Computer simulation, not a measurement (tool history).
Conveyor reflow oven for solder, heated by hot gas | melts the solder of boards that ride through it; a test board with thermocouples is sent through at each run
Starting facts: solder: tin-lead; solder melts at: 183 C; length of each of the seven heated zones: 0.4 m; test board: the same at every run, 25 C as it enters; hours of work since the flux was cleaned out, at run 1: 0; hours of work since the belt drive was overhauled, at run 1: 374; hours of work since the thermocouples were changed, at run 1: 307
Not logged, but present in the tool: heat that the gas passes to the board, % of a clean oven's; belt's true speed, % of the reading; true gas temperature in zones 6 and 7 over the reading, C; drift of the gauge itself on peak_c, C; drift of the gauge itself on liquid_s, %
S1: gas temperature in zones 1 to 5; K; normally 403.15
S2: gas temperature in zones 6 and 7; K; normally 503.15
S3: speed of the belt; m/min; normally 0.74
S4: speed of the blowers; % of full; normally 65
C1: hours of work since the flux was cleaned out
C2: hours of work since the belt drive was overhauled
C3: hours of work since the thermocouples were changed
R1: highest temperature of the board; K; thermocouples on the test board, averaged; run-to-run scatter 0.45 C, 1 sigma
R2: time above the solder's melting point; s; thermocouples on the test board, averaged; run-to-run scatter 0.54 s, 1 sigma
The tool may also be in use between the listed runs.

Run 1, day 0: usual settings; C1 0; C2 374; C3 307. Result: R1 479.45 K, R2 37 s.
Run 2, day 1.533: usual settings; C1 22; C2 396; C3 329. Result: R1 479.75 K, R2 35.4 s.
Run 3, day 3.238: usual settings but S4 86 % of full; C1 45; C2 420; C3 353. Result: R1 485.15 K, R2 42.9 s.
Run 4, day 4.971: usual settings but S4 86 % of full; C1 70; C2 444; C3 377. Result: R1 485.15 K, R2 43 s.
Run 5, day 6.412: usual settings but S4 86 % of full; C1 90; C2 464; C3 397. Result: R1 485.15 K, R2 42.3 s.
Run 6, day 8.221: usual settings but S3 0.699 m/min, S4 86 % of full; C1 115; C2 489; C3 422. Result: R1 486.15 K, R2 46.9 s.
Run 7, day 9.183: usual settings but S2 510.15 K; C1 129; C2 503; C3 436. Result: R1 483.15 K, R2 40 s.
Run 8, day 10.854: usual settings; C1 152; C2 526; C3 459. Result: R1 478.35 K, R2 35.4 s.
Run 9, day 12.588: usual settings but S1 405.15 K; C1 177; C2 551; C3 484. Result: R1 478.15 K, R2 36.4 s.
Run 10, day 13.942: usual settings but S1 392.15 K; C1 196; C2 570; C3 503. Result: R1 475.35 K, R2 30 s.
Run 11, day 14.829: usual settings but S1 392.15 K; C1 208; C2 582; C3 515. Result: R1 474.95 K, R2 29.1 s.
Run 12, day 16.171: usual settings; C1 227; C2 601; C3 534. Result: R1 477.15 K, R2 34.3 s.
Run 13, day 17.121: usual settings; C1 240; C2 614; C3 547. Result: R1 477.05 K, R2 34.3 s.
Run 14, day 18.738: usual settings but S2 496.15 K; C1 263; C2 637; C3 570. Result: R1 470.85 K, R2 27.6 s.
Run 15, day 20.492: usual settings but S4 81 % of full; C1 288; C2 662; C3 595. Result: R1 481.95 K, R2 39.8 s.
Run 16, day 22.154: usual settings but S4 81 % of full; C1 311; C2 685; C3 618. Result: R1 482.45 K, R2 40.3 s.

Run 17 comes next. What will it give?
Run 17, day 23.1: usual settings but S4 81 % of full; C1 324; C2 698; C3 631. Result: R1 ?, R2 ?.

Run 17 came out at R1 481.85 K, R2 40.3 s.
On a tool with no hidden condition, and with the same random variation, this run would have come out at R1 484.05 K, R2 42.1 s.
